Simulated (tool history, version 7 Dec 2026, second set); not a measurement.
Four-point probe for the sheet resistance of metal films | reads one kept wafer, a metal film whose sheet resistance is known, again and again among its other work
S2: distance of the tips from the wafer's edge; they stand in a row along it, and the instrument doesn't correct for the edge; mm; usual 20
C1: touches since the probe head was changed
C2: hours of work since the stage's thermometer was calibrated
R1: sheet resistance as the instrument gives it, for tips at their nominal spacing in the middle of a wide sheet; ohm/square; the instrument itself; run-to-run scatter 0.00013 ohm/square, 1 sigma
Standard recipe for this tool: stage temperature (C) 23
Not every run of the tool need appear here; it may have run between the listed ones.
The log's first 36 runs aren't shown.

run 37 hour=441.7 | stage_temperature_(C)=19 S2=26 | C1=31218 C2=1293 | R1=0.648015
run 38 hour=453.2 | stage_temperature_(C)=22 S2=67 | C1=31603 C2=1298 | R1=0.647285
run 39 hour=468.7 | stage_temperature_(C)=19 S2=39 | C1=32122 C2=1306 | R1=0.648334
run 40 hour=476.4 | stage_temperature_(C)=20 S2=29 | C1=32381 C2=1310 | R1=0.648046
run 41 hour=490.1 | stage_temperature_(C)=21 S2=4 | C1=32841 C2=1317 | R1=0.656169
run 42 hour=503.9 | stage_temperature_(C)=27 S2=9 | C1=33304 C2=1324 | R1=0.647211
run 43 hour=516.5 | stage_temperature_(C)=21 S2=58 | C1=33726 C2=1331 | R1=0.647268
run 44 hour=525.7 | stage_temperature_(C)=21 S2=58 | C1=34035 C2=1336 | R1=0.647368
run 45 hour=542.8 | stage_temperature_(C)=20 S2=5 | C1=34608 C2=1344 | R1=0.653359

Below are 4 alternative next runs, each starting from the tool's condition after run 45. Predict each:
run A hour=559.5 | stage_temperature_(C)=21 S2=55 | C1=35167 C2=1353 | R1=?
run B hour=559.5 | stage_temperature_(C)=30 S2=5 | C1=35167 C2=1353 | R1=?
run C hour=559.5 | stage_temperature_(C)=20 S2=6 | C1=35167 C2=1353 | R1=?
run D hour=559.5 | stage_temperature_(C)=19 S2=39 | C1=35167 C2=1353 | R1=?

run=A R1=0.647515
run=B R1=0.65007
run=C R1=0.651592
run=D R1=0.647974
Stripped of hidden state, with their random variation kept, the same runs would have yielded:
run=A R1=0.643626
run=B R1=0.646146
run=C R1=0.647683
run=D R1=0.644087

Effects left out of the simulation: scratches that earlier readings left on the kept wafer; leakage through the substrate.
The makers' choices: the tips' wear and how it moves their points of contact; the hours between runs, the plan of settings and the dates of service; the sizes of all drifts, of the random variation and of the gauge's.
